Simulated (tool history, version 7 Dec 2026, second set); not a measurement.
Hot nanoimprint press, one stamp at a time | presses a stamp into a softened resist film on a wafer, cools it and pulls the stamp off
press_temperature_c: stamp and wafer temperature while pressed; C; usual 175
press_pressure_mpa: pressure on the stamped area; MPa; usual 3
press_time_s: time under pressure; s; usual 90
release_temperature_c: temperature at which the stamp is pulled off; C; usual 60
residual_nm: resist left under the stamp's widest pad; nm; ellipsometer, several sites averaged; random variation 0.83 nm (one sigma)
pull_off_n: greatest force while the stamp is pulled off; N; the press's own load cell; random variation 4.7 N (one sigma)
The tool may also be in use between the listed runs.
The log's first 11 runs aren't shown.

run,hour,press_temperature_c,press_pressure_mpa,press_time_s,release_temperature_c,residual_nm,pull_off_n
12,68.5,175,3,90,60,187.7,287
13,75,175,3,90,60,187.8,288
14,81.1,168,3,90,60,258.7,282
# hour 84.6: plate thermocouple calibrated
15,87.9,168,3,90,60,258.6,290
16,96.8,180,4.08,90,58,125.7,292
17,105.8,180,4.08,90,58,125.7,299
18,111,184,3.74,116,48,94.5,346
19,116.4,184,3.74,116,48,94.1,349
20,121.9,184,3.74,116,48,93.7,373
# hour 126.3: plate thermocouple calibrated, once more
21,132.1,175,3.19,142,60,154,294
22,140.8,175,3.19,142,60,154.1,291
23,147.2,170,3,162,46,196.3,356
24,153.5,175,3,90,58,188.7,304
25,161.6,185,3,90,58,112.2,296
26,166.7,185,3.85,90,58,101.6,307
27,172.6,185,3.85,90,58,100.7,315
28,178.6,185,3.85,90,58,100.2,311
29,187.1,175,1.99,90,60,220.5,291
30,191.8,179,1.99,90,60,182.4,300

4 ways to go on from here, each from the tool as it stands after run 30. What would each give?
A,200.4,179,4.17,90,60,?,?
B,200.4,175,4.53,161,64,?,?
C,200.4,169,4.36,90,60,?,?
D,200.4,185,3.97,90,60,?,?

run,residual_nm,pull_off_n
A,134,291
B,124.6,269
C,221.6,303
D,99.4,313
Without the tool's hidden state the same runs would have given:
run,residual_nm,pull_off_n
A,133.8,225
B,124.3,207
C,221.5,233
D,99.2,241
